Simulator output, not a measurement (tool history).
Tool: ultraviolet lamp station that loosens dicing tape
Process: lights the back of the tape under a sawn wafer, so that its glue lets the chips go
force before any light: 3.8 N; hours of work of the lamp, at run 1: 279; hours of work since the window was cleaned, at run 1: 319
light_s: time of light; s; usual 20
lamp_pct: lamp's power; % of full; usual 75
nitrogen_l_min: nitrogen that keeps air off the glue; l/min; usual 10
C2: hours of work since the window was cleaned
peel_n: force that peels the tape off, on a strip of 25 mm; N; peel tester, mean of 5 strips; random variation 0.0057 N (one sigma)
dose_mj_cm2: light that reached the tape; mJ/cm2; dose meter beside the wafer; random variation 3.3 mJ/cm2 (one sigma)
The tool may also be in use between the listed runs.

run 1 hour=0.0 | light_s=20 lamp_pct=75 nitrogen_l_min=10 | hours_of_work_of_the_lamp=279 C2=319 | peel_n=0.212 dose_mj_cm2=429
run 2 hour=40.1 | light_s=20 lamp_pct=75 nitrogen_l_min=10 | hours_of_work_of_the_lamp=298 C2=338 | peel_n=0.225 dose_mj_cm2=424
run 3 hour=96.1 | light_s=20 lamp_pct=75 nitrogen_l_min=10 | hours_of_work_of_the_lamp=324 C2=364 | peel_n=0.238 dose_mj_cm2=415
run 4 hour=156.1 | light_s=20 lamp_pct=75 nitrogen_l_min=10 | hours_of_work_of_the_lamp=352 C2=392 | peel_n=0.230 dose_mj_cm2=415
run 5 hour=186.7 | light_s=20 lamp_pct=75 nitrogen_l_min=10 | hours_of_work_of_the_lamp=366 C2=406 | peel_n=0.233 dose_mj_cm2=403
run 6 hour=225.4 | light_s=20 lamp_pct=75 nitrogen_l_min=10 | hours_of_work_of_the_lamp=384 C2=424 | peel_n=0.241 dose_mj_cm2=399
run 7 hour=254.8 | light_s=20 lamp_pct=75 nitrogen_l_min=10 | hours_of_work_of_the_lamp=398 C2=438 | peel_n=0.251 dose_mj_cm2=398
-- hour=258.1 window cleaned of glue's vapour
run 8 hour=283.2 | light_s=20 lamp_pct=75 nitrogen_l_min=10 | hours_of_work_of_the_lamp=411 C2=12 | peel_n=0.274 dose_mj_cm2=375
run 9 hour=351.6 | light_s=15 lamp_pct=75 nitrogen_l_min=10 | hours_of_work_of_the_lamp=443 C2=44 | peel_n=0.538 dose_mj_cm2=271
run 10 hour=383.8 | light_s=15 lamp_pct=75 nitrogen_l_min=10 | hours_of_work_of_the_lamp=458 C2=59 | peel_n=0.551 dose_mj_cm2=272
run 11 hour=430.3 | light_s=20 lamp_pct=75 nitrogen_l_min=10 | hours_of_work_of_the_lamp=480 C2=80 | peel_n=0.322 dose_mj_cm2=355
run 12 hour=461.8 | light_s=35 lamp_pct=75 nitrogen_l_min=10 | hours_of_work_of_the_lamp=494 C2=95 | peel_n=0.102 dose_mj_cm2=620
run 13 hour=492.0 | light_s=35 lamp_pct=75 nitrogen_l_min=10 | hours_of_work_of_the_lamp=508 C2=109 | peel_n=0.103 dose_mj_cm2=617
run 14 hour=527.1 | light_s=35 lamp_pct=75 nitrogen_l_min=10 | hours_of_work_of_the_lamp=525 C2=126 | peel_n=0.109 dose_mj_cm2=605
run 15 hour=591.0 | light_s=20 lamp_pct=75 nitrogen_l_min=10 | hours_of_work_of_the_lamp=555 C2=155 | peel_n=0.338 dose_mj_cm2=341
-- hour=599.6 window cleaned of glue's vapour, once more
run 16 hour=620.2 | light_s=20 lamp_pct=75 nitrogen_l_min=10 | hours_of_work_of_the_lamp=568 C2=10 | peel_n=0.180 dose_mj_cm2=454
run 17 hour=680.4 | light_s=20 lamp_pct=75 nitrogen_l_min=10 | hours_of_work_of_the_lamp=596 C2=38 | peel_n=0.205 dose_mj_cm2=448
run 18 hour=724.1 | light_s=20 lamp_pct=75 nitrogen_l_min=8 | hours_of_work_of_the_lamp=616 C2=58 | peel_n=0.235 dose_mj_cm2=442
run 19 hour=777.0 | light_s=15 lamp_pct=75 nitrogen_l_min=11 | hours_of_work_of_the_lamp=641 C2=83 | peel_n=0.358 dose_mj_cm2=325
run 20 hour=832.1 | light_s=34 lamp_pct=69 nitrogen_l_min=10 | hours_of_work_of_the_lamp=667 C2=108 | peel_n=0.080 dose_mj_cm2=673
run 21 hour=877.5 | light_s=15 lamp_pct=87 nitrogen_l_min=3 | hours_of_work_of_the_lamp=688 C2=130 | peel_n=0.663 dose_mj_cm2=369
run 22 hour=915.6 | light_s=24 lamp_pct=95 nitrogen_l_min=3 | hours_of_work_of_the_lamp=706 C2=147 | peel_n=0.222 dose_mj_cm2=629
run 23 hour=959.0 | light_s=24 lamp_pct=95 nitrogen_l_min=3 | hours_of_work_of_the_lamp=726 C2=168 | peel_n=0.237 dose_mj_cm2=618
run 24 hour=1017.5 | light_s=24 lamp_pct=95 nitrogen_l_min=3 | hours_of_work_of_the_lamp=753 C2=195 | peel_n=0.237 dose_mj_cm2=617
run 25 hour=1048.9 | light_s=24 lamp_pct=95 nitrogen_l_min=3 | hours_of_work_of_the_lamp=768 C2=210 | peel_n=0.242 dose_mj_cm2=605
run 26 hour=1115.4 | light_s=17 lamp_pct=63 nitrogen_l_min=13 | hours_of_work_of_the_lamp=799 C2=241 | peel_n=0.444 dose_mj_cm2=279
run 27 hour=1179.3 | light_s=17 lamp_pct=63 nitrogen_l_min=13 | hours_of_work_of_the_lamp=829 C2=271 | peel_n=0.457 dose_mj_cm2=277
run 28 hour=1225.0 | light_s=36 lamp_pct=73 nitrogen_l_min=11 | hours_of_work_of_the_lamp=850 C2=292 | peel_n=0.089 dose_mj_cm2=667
run 29 hour=1272.4 | light_s=20 lamp_pct=92 nitrogen_l_min=10 | hours_of_work_of_the_lamp=872 C2=314 | peel_n=0.196 dose_mj_cm2=463
run 30 hour=1303.4 | light_s=15 lamp_pct=75 nitrogen_l_min=18 | hours_of_work_of_the_lamp=887 C2=328 | peel_n=0.379 dose_mj_cm2=278
run 31 hour=1336.1 | light_s=20 lamp_pct=79 nitrogen_l_min=10 | hours_of_work_of_the_lamp=902 C2=344 | peel_n=0.266 dose_mj_cm2=386
run 32 hour=1365.3 | light_s=20 lamp_pct=79 nitrogen_l_min=10 | hours_of_work_of_the_lamp=916 C2=357 | peel_n=0.278 dose_mj_cm2=384
run 33 hour=1433.9 | light_s=20 lamp_pct=79 nitrogen_l_min=12 | hours_of_work_of_the_lamp=948 C2=389 | peel_n=0.248 dose_mj_cm2=373
run 34 hour=1492.3 | light_s=20 lamp_pct=79 nitrogen_l_min=12 | hours_of_work_of_the_lamp=975 C2=417 | peel_n=0.252 dose_mj_cm2=363

4 ways to go on from here, each from the tool as it stands after run 34. What would each give?
run A hour=1537.3 | light_s=30 lamp_pct=77 nitrogen_l_min=4 | hours_of_work_of_the_lamp=996 C2=438 | peel_n=? dose_mj_cm2=?
run B hour=1537.3 | light_s=33 lamp_pct=75 nitrogen_l_min=10 | hours_of_work_of_the_lamp=996 C2=438 | peel_n=? dose_mj_cm2=?
run C hour=1537.3 | light_s=21 lamp_pct=98 nitrogen_l_min=4 | hours_of_work_of_the_lamp=996 C2=438 | peel_n=? dose_mj_cm2=?
run D hour=1537.3 | light_s=23 lamp_pct=85 nitrogen_l_min=8 | hours_of_work_of_the_lamp=996 C2=438 | peel_n=? dose_mj_cm2=?

run=A peel_n=0.264 dose_mj_cm2=529
run=B peel_n=0.117 dose_mj_cm2=570
run=C peel_n=0.356 dose_mj_cm2=471
run=D peel_n=0.222 dose_mj_cm2=448
Without the tool's hidden state the same runs would have given:
run=A peel_n=0.105 dose_mj_cm2=798
run=B peel_n=0.069 dose_mj_cm2=858
run=C peel_n=0.145 dose_mj_cm2=712
run=D peel_n=0.095 dose_mj_cm2=679
